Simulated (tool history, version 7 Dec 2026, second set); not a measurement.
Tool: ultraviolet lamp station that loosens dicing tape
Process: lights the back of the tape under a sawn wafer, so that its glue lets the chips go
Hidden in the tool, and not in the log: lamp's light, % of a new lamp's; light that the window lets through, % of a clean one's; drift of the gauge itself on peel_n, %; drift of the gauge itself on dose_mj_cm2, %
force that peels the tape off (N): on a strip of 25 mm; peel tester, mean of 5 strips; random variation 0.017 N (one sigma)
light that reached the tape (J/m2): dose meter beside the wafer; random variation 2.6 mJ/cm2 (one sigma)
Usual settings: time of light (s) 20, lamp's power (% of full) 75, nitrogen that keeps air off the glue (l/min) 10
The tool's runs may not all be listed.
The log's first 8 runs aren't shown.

| run | day | time of light (s) | lamp's power (% of full) | nitrogen that keeps air off the glue (l/min) | hours of work of the lamp | hours of work since the window was cleaned | force that peels the tape off (N) | light that reached the tape (J/m2) |
|---|---|---|---|---|---|---|---|---|
| 9 | 6.779 | 25 | 75 | 10 | 191 | 215 | 0.617 | 3710 |
| 10 | 7.712 | 25 | 75 | 10 | 202 | 226 | 0.626 | 3700 |
| 11 | 8.958 | 25 | 75 | 10 | 217 | 241 | 0.641 | 3680 |
| 12 | 9.579 | 25 | 75 | 10 | 225 | 249 | 0.616 | 3690 |
| 13 | 10.650 | 20 | 75 | 10 | 238 | 262 | 0.996 | 2940 |
| 14 | 11.604 | 20 | 75 | 10 | 250 | 274 | 0.974 | 2890 |
| 15 | 12.829 | 20 | 75 | 5 | 265 | 289 | 1.373 | 2880 |
| 16 | 13.571 | 19 | 75 | 10 | 274 | 298 | 1.098 | 2700 |
| 17 | 14.683 | 10 | 75 | 10 | 288 | 312 | 2.496 | 1430 |
| 18 | 15.329 | 10 | 72 | 10 | 295 | 320 | 2.619 | 1350 |
| 19 | 16.067 | 10 | 72 | 10 | 305 | 329 | 2.602 | 1380 |
| 20 | 16.975 | 10 | 72 | 10 | 316 | 340 | 2.520 | 1340 |
| 21 | 17.842 | 20 | 73 | 10 | 326 | 350 | 1.054 | 2750 |
| 22 | 18.683 | 35 | 69 | 8 | 337 | 361 | 0.465 | 4550 |
| 23 | 19.538 | 15 | 69 | 4 | 347 | 371 | 2.368 | 1930 |
| 24 | 20.183 | 15 | 69 | 4 | 355 | 379 | 2.313 | 1920 |
| 25 | 21.000 | 15 | 69 | 12 | 365 | 389 | 1.672 | 1950 |
| 26 | 21.821 | 30 | 90 | 4 | 375 | 399 | 0.583 | 5060 |
| 27 | 22.738 | 24 | 88 | 6 | 386 | 410 | 0.763 | 3900 |
| 28 | 23.538 | 39 | 80 | 8 | 396 | 420 | 0.285 | 5720 |
| 29 | 24.692 | 39 | 64 | 3 | 410 | 434 | 0.860 | 4540 |
| 30 | 25.421 | 37 | 64 | 4 | 419 | 443 | 0.817 | 4290 |
| 31 | 26.525 | 12 | 62 | 10 | 433 | 457 | 2.617 | 1380 |
| 32 | 27.529 | 12 | 62 | 3 | 445 | 469 | 3.437 | 1360 |

Forecast each of these 5 alternatives for the next run:
| A | 28.738 | 20 | 75 | 6 | 460 | 484 | ? | ? |
| B | 28.738 | 12 | 62 | 8 | 460 | 484 | ? | ? |
| C | 28.738 | 14 | 60 | 3 | 460 | 484 | ? | ? |
| D | 28.738 | 12 | 73 | 3 | 460 | 484 | ? | ? |
| E | 28.738 | 15 | 62 | 13 | 460 | 484 | ? | ? |

| run | force that peels the tape off (N) | light that reached the tape (J/m2) |
|---|---|---|
| A | 1.386 | 2680 |
| B | 2.840 | 1330 |
| C | 3.153 | 1510 |
| D | 3.008 | 1580 |
| E | 1.930 | 1670 |
Without the tool's hidden state the same runs would have given:
| run | force that peels the tape off (N) | light that reached the tape (J/m2) |
|---|---|---|
| A | 1.036 | 3240 |
| B | 2.403 | 1610 |
| C | 2.743 | 1830 |
| D | 2.599 | 1900 |
| E | 1.533 | 2010 |
